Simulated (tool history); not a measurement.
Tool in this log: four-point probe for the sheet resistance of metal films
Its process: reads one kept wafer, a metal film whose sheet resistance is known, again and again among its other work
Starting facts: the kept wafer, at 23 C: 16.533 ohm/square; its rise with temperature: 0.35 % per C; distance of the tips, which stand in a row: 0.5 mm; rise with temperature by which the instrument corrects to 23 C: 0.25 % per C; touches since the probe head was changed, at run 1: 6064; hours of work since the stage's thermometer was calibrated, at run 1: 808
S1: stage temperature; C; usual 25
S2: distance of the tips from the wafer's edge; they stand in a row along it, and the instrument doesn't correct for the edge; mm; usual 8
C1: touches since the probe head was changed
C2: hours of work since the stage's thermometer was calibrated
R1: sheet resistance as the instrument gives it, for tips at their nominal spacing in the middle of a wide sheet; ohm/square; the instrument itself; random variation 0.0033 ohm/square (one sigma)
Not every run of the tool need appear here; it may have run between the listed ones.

| run | hour | S1 | S2 | C1 | C2 | R1 |
|---|---|---|---|---|---|---|
| 1 | 0 | 25 | 8 | 6064 | 808 | 16.620755 |
| 2 | 39 | 25 | 8 | 8254 | 837 | 16.620136 |
| 3 | 71 | 25 | 8 | 10057 | 861 | 16.624798 |
| 4 | 98.8 | 25 | 8 | 11619 | 881 | 16.626776 |
| 5 | 131.6 | 25 | 23 | 13461 | 905 | 16.592228 |
| 6 | 177.3 | 25 | 8 | 16031 | 939 | 16.632019 |
| 7 | 198.4 | 25 | 8 | 17214 | 954 | 16.628624 |
| 8 | 227.2 | 25 | 8 | 18834 | 975 | 16.622127 |
| 9 | 264.8 | 25 | 8 | 20947 | 1003 | 16.625016 |
|  | 267.4 | stage's thermometer calibrated |
| 10 | 291.2 | 25 | 8 | 22403 | 17 | 16.64072 |
| 11 | 324.2 | 25 | 8 | 24260 | 42 | 16.639825 |
|  | 354.5 | stage's thermometer calibrated, once more |
| 12 | 372 | 25 | 8 | 26917 | 13 | 16.616382 |
| 13 | 396.5 | 24 | 7 | 28294 | 31 | 16.608673 |
| 14 | 434.9 | 32 | 7 | 30456 | 59 | 16.739354 |
| 15 | 460.9 | 24 | 63 | 31913 | 78 | 16.572074 |
| 16 | 490.9 | 34 | 15 | 33603 | 100 | 16.737179 |

5 ways to go on from here, each from the tool as it stands after run 16. What would each give?
| A | 527.1 | 23 | 8 | 35634 | 127 | ? |
| B | 527.1 | 21 | 26 | 35634 | 127 | ? |
| C | 527.1 | 34 | 46 | 35634 | 127 | ? |
| D | 527.1 | 32 | 30 | 35634 | 127 | ? |
| E | 527.1 | 21 | 7 | 35634 | 127 | ? |

| run | R1 |
|---|---|
| A | 16.588851 |
| B | 16.522839 |
| C | 16.736938 |
| D | 16.696843 |
| E | 16.560359 |
Without the tool's unlogged condition, the same runs would have read:
| run | R1 |
|---|---|
| A | 16.570193 |
| B | 16.504278 |
| C | 16.717966 |
| D | 16.677941 |
| E | 16.54176 |
